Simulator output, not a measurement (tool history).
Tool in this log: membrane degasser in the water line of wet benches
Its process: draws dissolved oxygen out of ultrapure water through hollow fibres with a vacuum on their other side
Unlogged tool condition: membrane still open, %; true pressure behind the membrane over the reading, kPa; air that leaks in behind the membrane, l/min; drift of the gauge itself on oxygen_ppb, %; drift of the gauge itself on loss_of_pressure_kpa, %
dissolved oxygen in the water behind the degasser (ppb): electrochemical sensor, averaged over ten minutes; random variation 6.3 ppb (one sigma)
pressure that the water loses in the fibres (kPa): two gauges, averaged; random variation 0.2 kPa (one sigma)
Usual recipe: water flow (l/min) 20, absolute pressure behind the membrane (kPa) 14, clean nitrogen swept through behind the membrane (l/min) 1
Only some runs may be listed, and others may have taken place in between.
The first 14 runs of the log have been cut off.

| run | hour | water flow (l/min) | absolute pressure behind the membrane (kPa) | clean nitrogen swept through behind the membrane (l/min) | hours since the membrane was changed | hours since the vacuum gauge was calibrated | hours since the vacuum lines were made tight | dissolved oxygen in the water behind the degasser (ppb) | pressure that the water loses in the fibres (kPa) |
|---|---|---|---|---|---|---|---|---|---|
| 15 | 1487.1 | 20 | 15.4 | 1 | 7364 | 8388 | 3113 | 684.7 | 45.69 |
| 16 | 1627 | 20 | 15.4 | 1 | 7503 | 8528 | 3253 | 669.8 | 45.64 |
| 17 | 1690.3 | 20 | 15.4 | 1 | 7567 | 8591 | 3316 | 694.1 | 45.76 |
|  | 1798.2 | gauge calibrated |
| 18 | 1798.2 | 20 | 9.5 | 1.66 | 7675 | 8699 | 3424 | 352.4 | 44.53 |
|  | 1818.1 | seals of the vacuum lines changed |
| 19 | 1937.7 | 29 | 28.1 | 1.54 | 7812 | 8836 | 120 | 1320.6 | 64.73 |
| 20 | 2053 | 29 | 20.7 | 1.54 | 7927 | 8952 | 235 | 1065 | 65.16 |
|  | 2110.4 | vacuum gauge calibrated |
| 21 | 2143.1 | 23 | 20.7 | 1.54 | 8017 | 33 | 325 | 801.9 | 51.77 |
| 22 | 2263 | 31 | 17.2 | 2.03 | 8137 | 153 | 444 | 925.5 | 69.79 |
| 23 | 2401.9 | 14 | 19.9 | 0.41 | 8276 | 291 | 583 | 1097.3 | 31.65 |
| 24 | 2481.7 | 14 | 19.9 | 0.41 | 8356 | 371 | 663 | 1103 | 31.64 |
| 25 | 2550 | 13 | 14 | 2.11 | 8424 | 440 | 731 | 203.5 | 29.44 |
| 26 | 2679.3 | 23 | 14 | 2.11 | 8553 | 569 | 861 | 520 | 52.16 |
| 27 | 2781.5 | 13 | 17.9 | 1.53 | 8655 | 671 | 963 | 331.9 | 29.35 |
| 28 | 2880.3 | 28 | 15.4 | 2.76 | 8754 | 770 | 1062 | 680.2 | 63.34 |
| 29 | 3001.3 | 12 | 13.2 | 1.5 | 8875 | 891 | 1183 | 221 | 26.84 |
| 30 | 3099.1 | 30 | 13.2 | 1.5 | 8973 | 989 | 1281 | 877.7 | 68.78 |
| 31 | 3187 | 30 | 13.2 | 1.5 | 9061 | 1077 | 1368 | 861.2 | 68.34 |

Consider 3 possible next runs. They are alternatives, not a sequence: every one starts from the tool as it was left by run 31. What does each give?
| A | 3258.5 | 19 | 14 | 1.41 | 9132 | 1148 | 1440 | ? | ? |
| B | 3258.5 | 30 | 23 | 1.5 | 9132 | 1148 | 1440 | ? | ? |
| C | 3258.5 | 15 | 13.9 | 1.5 | 9132 | 1148 | 1440 | ? | ? |

| run | dissolved oxygen in the water behind the degasser (ppb) | pressure that the water loses in the fibres (kPa) |
|---|---|---|
| A | 479.2 | 43.89 |
| B | 1225.2 | 68.52 |
| C | 320 | 34.16 |
With the hidden condition removed and each run's random variation left untouched, the same runs would have given:
| run | dissolved oxygen in the water behind the degasser (ppb) | pressure that the water loses in the fibres (kPa) |
|---|---|---|
| A | 478.2 | 42.82 |
| B | 1223.4 | 66.84 |
| C | 319.5 | 33.32 |
